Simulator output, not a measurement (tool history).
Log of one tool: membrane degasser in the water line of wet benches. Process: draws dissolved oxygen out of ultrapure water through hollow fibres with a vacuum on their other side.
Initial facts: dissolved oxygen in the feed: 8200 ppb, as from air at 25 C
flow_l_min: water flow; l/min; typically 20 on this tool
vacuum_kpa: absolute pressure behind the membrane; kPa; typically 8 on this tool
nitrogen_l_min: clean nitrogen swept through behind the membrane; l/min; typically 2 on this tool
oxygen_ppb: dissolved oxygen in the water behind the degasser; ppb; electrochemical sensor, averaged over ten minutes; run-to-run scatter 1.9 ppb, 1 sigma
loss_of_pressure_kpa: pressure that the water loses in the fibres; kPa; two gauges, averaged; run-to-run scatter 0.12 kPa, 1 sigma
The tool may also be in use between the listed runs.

Run 1, hour 0: usual settings. Result: oxygen_ppb 197.1 ppb, loss_of_pressure_kpa 31.21 kPa.
Run 2, hour 36.4: usual settings. Result: oxygen_ppb 197.2 ppb, loss_of_pressure_kpa 30.98 kPa.
Run 3, hour 75.2: usual settings. Result: oxygen_ppb 198.7 ppb, loss_of_pressure_kpa 31.09 kPa.
Run 4, hour 108.2: usual settings. Result: oxygen_ppb 200.9 ppb, loss_of_pressure_kpa 31.17 kPa.
Run 5, hour 143.4: usual settings. Result: oxygen_ppb 195.1 ppb, loss_of_pressure_kpa 31.19 kPa.
Run 6, hour 204.5: usual settings. Result: oxygen_ppb 198.5 ppb, loss_of_pressure_kpa 31.12 kPa.
Run 7, hour 260.5: usual settings. Result: oxygen_ppb 198.8 ppb, loss_of_pressure_kpa 31.22 kPa.
Run 8, hour 315.8: usual settings but vacuum_kpa 6.99 kPa. Result: oxygen_ppb 171.9 ppb, loss_of_pressure_kpa 31.16 kPa.
Run 9, hour 349.6: usual settings but vacuum_kpa 6.99 kPa, nitrogen_l_min 3.47 l/min. Result: oxygen_ppb 138.8 ppb, loss_of_pressure_kpa 31.22 kPa.
At hour 400: seals of the vacuum lines changed.
Run 10, hour 422.2: usual settings but flow_l_min 24 l/min, vacuum_kpa 6.99 kPa, nitrogen_l_min 3.47 l/min. Result: oxygen_ppb 200 ppb, loss_of_pressure_kpa 37.51 kPa.
Run 11, hour 457.3: usual settings but flow_l_min 24 l/min, vacuum_kpa 6.99 kPa, nitrogen_l_min 3.47 l/min. Result: oxygen_ppb 201.1 ppb, loss_of_pressure_kpa 37.53 kPa.
Run 12, hour 524.5: usual settings but flow_l_min 24 l/min, vacuum_kpa 6.99 kPa, nitrogen_l_min 3.47 l/min. Result: oxygen_ppb 197.5 ppb, loss_of_pressure_kpa 37.31 kPa.
Run 13, hour 587.7: usual settings but flow_l_min 16 l/min. Result: oxygen_ppb 134 ppb, loss_of_pressure_kpa 24.86 kPa.
Run 14, hour 647.3: usual settings but flow_l_min 16 l/min. Result: oxygen_ppb 134.3 ppb, loss_of_pressure_kpa 25.01 kPa.
Run 15, hour 699.3: usual settings but flow_l_min 16 l/min. Result: oxygen_ppb 133.7 ppb, loss_of_pressure_kpa 24.97 kPa.
Run 16, hour 761.5: usual settings but vacuum_kpa 7.67 kPa. Result: oxygen_ppb 189.1 ppb, loss_of_pressure_kpa 31.35 kPa.
Run 17, hour 834.3: usual settings. Result: oxygen_ppb 196.8 ppb, loss_of_pressure_kpa 31 kPa.
Run 18, hour 885.9: usual settings but flow_l_min 21 l/min, vacuum_kpa 7.27 kPa. Result: oxygen_ppb 197.3 ppb, loss_of_pressure_kpa 32.71 kPa.
Run 19, hour 917.1: usual settings but flow_l_min 17 l/min, vacuum_kpa 8.43 kPa, nitrogen_l_min 4.2 l/min. Result: oxygen_ppb 104.6 ppb, loss_of_pressure_kpa 26.6 kPa.
Run 20, hour 947.9: usual settings but flow_l_min 17 l/min, vacuum_kpa 8.74 kPa, nitrogen_l_min 4.63 l/min. Result: oxygen_ppb 101.7 ppb, loss_of_pressure_kpa 26.66 kPa.
Run 21, hour 1002.7: usual settings but flow_l_min 17 l/min, vacuum_kpa 8.74 kPa, nitrogen_l_min 4.63 l/min. Result: oxygen_ppb 101.6 ppb, loss_of_pressure_kpa 26.51 kPa.
Run 22, hour 1047.7: usual settings but flow_l_min 22 l/min, vacuum_kpa 7.49 kPa, nitrogen_l_min 4.32 l/min. Result: oxygen_ppb 165.6 ppb, loss_of_pressure_kpa 34.33 kPa.
Run 23, hour 1090.6: usual settings but flow_l_min 22 l/min, vacuum_kpa 7.49 kPa, nitrogen_l_min 4.32 l/min. Result: oxygen_ppb 165.6 ppb, loss_of_pressure_kpa 34.26 kPa.
Run 24, hour 1122.6: usual settings but flow_l_min 16 l/min, vacuum_kpa 5.12 kPa, nitrogen_l_min 2.18 l/min. Result: oxygen_ppb 77.5 ppb, loss_of_pressure_kpa 24.91 kPa.
Run 25, hour 1192.7: usual settings but flow_l_min 31 l/min, vacuum_kpa 6.27 kPa. Result: oxygen_ppb 362 ppb, loss_of_pressure_kpa 48.44 kPa.
Run 26, hour 1239.3: usual settings but flow_l_min 31 l/min, vacuum_kpa 6.27 kPa. Result: oxygen_ppb 364.4 ppb, loss_of_pressure_kpa 48.2 kPa.
Run 27, hour 1312.2: usual settings but flow_l_min 27 l/min, vacuum_kpa 18.84 kPa. Result: oxygen_ppb 641.8 ppb, loss_of_pressure_kpa 42.13 kPa.
Run 28, hour 1344.6: usual settings but vacuum_kpa 18.44 kPa, nitrogen_l_min 1.19 l/min. Result: oxygen_ppb 630.5 ppb, loss_of_pressure_kpa 31.31 kPa.
Run 29, hour 1379.5: usual settings but flow_l_min 22 l/min. Result: oxygen_ppb 237.8 ppb, loss_of_pressure_kpa 34.44 kPa.
Run 30, hour 1441.9: usual settings but flow_l_min 22 l/min. Result: oxygen_ppb 233.1 ppb, loss_of_pressure_kpa 34.28 kPa.
Run 31, hour 1491.6: usual settings but flow_l_min 22 l/min. Result: oxygen_ppb 230.5 ppb, loss_of_pressure_kpa 34.38 kPa.
Run 32, hour 1552.1: usual settings but flow_l_min 22 l/min. Result: oxygen_ppb 233.7 ppb, loss_of_pressure_kpa 34.44 kPa.
Run 33, hour 1612.2: usual settings but flow_l_min 22 l/min. Result: oxygen_ppb 235.5 ppb, loss_of_pressure_kpa 34.43 kPa.

What if the next run were any one of these 3? Each begins from the tool's condition after run 33:
Run A, hour 1679.3: usual settings but flow_l_min 22 l/min, vacuum_kpa 5.27 kPa. Result: oxygen_ppb ?, loss_of_pressure_kpa ?.
Run B, hour 1679.3: usual settings but vacuum_kpa 12.16 kPa, nitrogen_l_min 4.91 l/min. Result: oxygen_ppb ?, loss_of_pressure_kpa ?.
Run C, hour 1679.3: usual settings but flow_l_min 19 l/min, vacuum_kpa 5.55 kPa, nitrogen_l_min 4.02 l/min. Result: oxygen_ppb ?, loss_of_pressure_kpa ?.

run  oxygen_ppb  loss_of_pressure_kpa
  A         166                 34.47
  B       173.7                 31.31
  C        98.3                 29.85
Had the tool no hidden state, the same runs would have come out as:
run  oxygen_ppb  loss_of_pressure_kpa
  A       157.2                 34.05
  B       167.5                 30.93
  C        92.8                 29.48
